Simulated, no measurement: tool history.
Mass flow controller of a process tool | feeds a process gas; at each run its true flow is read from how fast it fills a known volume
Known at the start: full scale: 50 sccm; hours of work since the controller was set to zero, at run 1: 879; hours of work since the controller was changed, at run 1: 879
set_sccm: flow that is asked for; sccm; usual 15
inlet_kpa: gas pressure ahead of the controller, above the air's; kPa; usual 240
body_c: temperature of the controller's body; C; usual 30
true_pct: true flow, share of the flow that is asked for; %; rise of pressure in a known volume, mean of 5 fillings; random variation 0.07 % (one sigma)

| run | day | set_sccm | inlet_kpa | body_c | hours of work since the controller was set to zero | hours of work since the controller was changed | true_pct |
|---|---|---|---|---|---|---|---|
| 1 | 0.000 | 15 | 240 | 30 | 879 | 879 | 98.24 |
| 2 | 2.917 | 15 | 176 | 30 | 919 | 919 | 98.81 |
| 3 | 5.725 | 15 | 176 | 30 | 957 | 957 | 98.69 |
| 4 | 7.604 | 17 | 240 | 30 | 982 | 982 | 98.33 |
| 5 | 10.771 | 15 | 240 | 25 | 1025 | 1025 | 97.79 |
| 6 | 13.317 | 15 | 198 | 30 | 1060 | 1060 | 98.46 |
| 7 | 16.704 | 15 | 240 | 25 | 1106 | 1106 | 97.60 |
| 8 | 19.675 | 15 | 240 | 25 | 1146 | 1146 | 97.54 |
| 9 | 22.371 | 15 | 240 | 25 | 1183 | 1183 | 97.77 |
| 10 | 25.042 | 15 | 240 | 25 | 1219 | 1219 | 97.67 |
| 11 | 26.942 | 15 | 240 | 25 | 1245 | 1245 | 97.67 |
| 12 | 29.608 | 15 | 240 | 25 | 1281 | 1281 | 97.54 |
| 13 | 32.021 | 15 | 188 | 25 | 1314 | 1314 | 97.96 |
| 14 | 34.800 | 15 | 188 | 25 | 1352 | 1352 | 97.91 |
| 15 | 38.483 | 15 | 188 | 25 | 1402 | 1402 | 97.91 |
| 16 | 41.454 | 15 | 277 | 31 | 1442 | 1442 | 97.76 |
| 17 | 44.542 | 15 | 277 | 31 | 1484 | 1484 | 97.89 |
| 18 | 48.038 | 15 | 269 | 30 | 1531 | 1531 | 97.82 |
| 19 | 49.996 | 14 | 262 | 30 | 1558 | 1558 | 97.82 |
| 20 | 51.904 | 23 | 262 | 25 | 1584 | 1584 | 97.76 |
| 21 | 53.754 | 8 | 230 | 30 | 1609 | 1609 | 97.18 |
| 22 | 56.800 | 20 | 188 | 33 | 1650 | 1650 | 98.90 |
| 23 | 59.275 | 20 | 188 | 33 | 1684 | 1684 | 98.82 |
| 24 | 61.996 | 15 | 223 | 30 | 1721 | 1721 | 97.92 |
| 25 | 63.588 | 36 | 257 | 30 | 1743 | 1743 | 98.86 |
| 26 | 65.646 | 10 | 243 | 32 | 1770 | 1770 | 97.39 |

Forecast run 27:
| 27 | 67.958 | 10 | 243 | 32 | 1802 | 1802 | ? |

{"run 27": {"true_pct": 97.37}}
Without the tool's hidden state the same run would have given true_pct 98.68 %.
